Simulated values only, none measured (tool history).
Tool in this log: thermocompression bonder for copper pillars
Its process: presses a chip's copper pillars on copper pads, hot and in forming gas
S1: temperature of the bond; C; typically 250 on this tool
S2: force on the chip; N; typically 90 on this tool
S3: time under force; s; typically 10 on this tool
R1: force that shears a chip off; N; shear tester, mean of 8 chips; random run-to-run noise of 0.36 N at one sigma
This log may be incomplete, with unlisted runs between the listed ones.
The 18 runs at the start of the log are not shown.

run 19 day=49.975 | S1=250 S2=80 S3=10 | R1=28.4
run 20 day=51.633 | S1=242 S2=90 S3=10 | R1=27.1
run 21 day=54.038 | S1=250 S2=90 S3=10 | R1=31.1
run 22 day=57.562 | S1=250 S2=90 S3=10 | R1=30.9
run 23 day=59.312 | S1=250 S2=90 S3=10 | R1=31.4
run 24 day=61.329 | S1=250 S2=64 S3=10 | R1=24.5
run 25 day=63.254 | S1=250 S2=64 S3=10 | R1=24.4
run 26 day=65.008 | S1=250 S2=64 S3=10 | R1=23.9
-- day=67.592 forming gas filter changed
run 27 day=68.083 | S1=250 S2=64 S3=10 | R1=24.4
run 28 day=70.754 | S1=238 S2=92 S3=24 | R1=37.8
run 29 day=72.758 | S1=238 S2=92 S3=24 | R1=37.4
run 30 day=75.196 | S1=238 S2=92 S3=24 | R1=37.1
run 31 day=78.712 | S1=238 S2=92 S3=24 | R1=37.7
run 32 day=80.696 | S1=222 S2=90 S3=17 | R1=24.5
run 33 day=82.933 | S1=245 S2=84 S3=12 | R1=29.8
run 34 day=85.538 | S1=261 S2=70 S3=26 | R1=43.6
run 35 day=88.317 | S1=261 S2=65 S3=20 | R1=37.9
run 36 day=91.367 | S1=261 S2=65 S3=20 | R1=37.9
run 37 day=93.588 | S1=261 S2=65 S3=20 | R1=38.7
-- day=94.362 heater calibrated with a thermocouple chip
run 38 day=97.162 | S1=261 S2=65 S3=20 | R1=38.9
-- day=98.300 forming gas filter changed
run 39 day=100.588 | S1=250 S2=120 S3=20 | R1=46.0

4 ways to go on from here, each from the tool as it stands after run 39. What would each give?
run A day=103.858 | S1=226 S2=89 S3=25 | R1=?
run B day=103.858 | S1=250 S2=88 S3=22 | R1=?
run C day=103.858 | S1=260 S2=125 S3=11 | R1=?
run D day=103.858 | S1=230 S2=116 S3=18 | R1=?

run=A R1=31.1
run=B R1=41.3
run=C R1=45.4
run=D R1=33.8
Stripped of hidden state, with their random variation kept, the same runs would have yielded:
run=A R1=31.1
run=B R1=41.3
run=C R1=45.5
run=D R1=33.8

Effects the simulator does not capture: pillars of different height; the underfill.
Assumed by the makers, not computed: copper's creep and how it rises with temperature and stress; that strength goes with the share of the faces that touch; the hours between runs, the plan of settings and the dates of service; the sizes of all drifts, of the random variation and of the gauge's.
